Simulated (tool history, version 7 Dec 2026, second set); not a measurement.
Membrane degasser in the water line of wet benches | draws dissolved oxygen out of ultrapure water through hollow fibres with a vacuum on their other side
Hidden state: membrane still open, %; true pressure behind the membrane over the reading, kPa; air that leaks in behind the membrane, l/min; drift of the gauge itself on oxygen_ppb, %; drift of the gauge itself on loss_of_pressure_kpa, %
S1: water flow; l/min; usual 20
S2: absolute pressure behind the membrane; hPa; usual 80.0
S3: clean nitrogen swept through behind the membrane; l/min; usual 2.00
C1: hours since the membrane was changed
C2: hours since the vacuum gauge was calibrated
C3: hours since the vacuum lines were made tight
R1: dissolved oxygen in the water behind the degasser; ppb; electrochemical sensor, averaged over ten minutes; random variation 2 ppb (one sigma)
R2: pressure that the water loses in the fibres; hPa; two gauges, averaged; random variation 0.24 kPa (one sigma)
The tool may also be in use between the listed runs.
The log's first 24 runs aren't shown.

Run 25, day 83.262: usual settings but S2 157.9 hPa; C1 4425; C2 3592; C3 12263. Result: R1 370.5 ppb, R2 599.9 hPa.
Run 26, day 86.392: usual settings but S1 13 l/min, S2 157.9 hPa, S3 1.37 l/min; C1 4500; C2 3668; C3 12338. Result: R1 295.4 ppb, R2 388.3 hPa.
Run 27, day 89.017: usual settings but S1 13 l/min, S2 157.9 hPa, S3 1.37 l/min; C1 4563; C2 3731; C3 12401. Result: R1 291.2 ppb, R2 391.2 hPa.
Run 28, day 91.542: usual settings but S1 17 l/min, S2 88.2 hPa, S3 1.87 l/min; C1 4624; C2 3791; C3 12461. Result: R1 168.0 ppb, R2 507.6 hPa.
Run 29, day 95.012: usual settings but S1 14 l/min, S3 0.81 l/min; C1 4707; C2 3874; C3 12545. Result: R1 206.4 ppb, R2 420.9 hPa.
Run 30, day 97.750: usual settings but S1 18 l/min, S2 183.9 hPa; C1 4773; C2 3940; C3 12610. Result: R1 368.3 ppb, R2 533.5 hPa.
Run 31, day 102.367: usual settings but S2 59.7 hPa, S3 3.60 l/min; C1 4884; C2 4051; C3 12721. Result: R1 122.5 ppb, R2 593.2 hPa.
Run 32, day 105.762: usual settings but S1 14 l/min, S2 53.2 hPa, S3 5.36 l/min; C1 4965; C2 4132; C3 12803. Result: R1 36.9 ppb, R2 415.8 hPa.
Run 33, day 110.738: usual settings but S1 14 l/min, S2 111.0 hPa, S3 1.17 l/min; C1 5085; C2 4252; C3 12922. Result: R1 241.2 ppb, R2 419.4 hPa.

3 ways to go on from here, each from the tool as it stands after run 33. What would each give?
Run A, day 114.346: usual settings but S1 29 l/min; C1 5171; C2 4338; C3 13009. Result: R1 ?, R2 ?.
Run B, day 114.346: usual settings but S1 15 l/min; C1 5171; C2 4338; C3 13009. Result: R1 ?, R2 ?.
Run C, day 114.346: usual settings but S1 14 l/min, S2 59.8 hPa, S3 3.66 l/min; C1 5171; C2 4338; C3 13009. Result: R1 ?, R2 ?.

run     R1     R2
  A  382.7  863.4
  B  119.3  444.3
  C   50.9  415.6
Without the tool's hidden state the same runs would have given:
run     R1     R2
  A  382.4  883.4
  B  119.1  454.6
  C   50.8  425.2

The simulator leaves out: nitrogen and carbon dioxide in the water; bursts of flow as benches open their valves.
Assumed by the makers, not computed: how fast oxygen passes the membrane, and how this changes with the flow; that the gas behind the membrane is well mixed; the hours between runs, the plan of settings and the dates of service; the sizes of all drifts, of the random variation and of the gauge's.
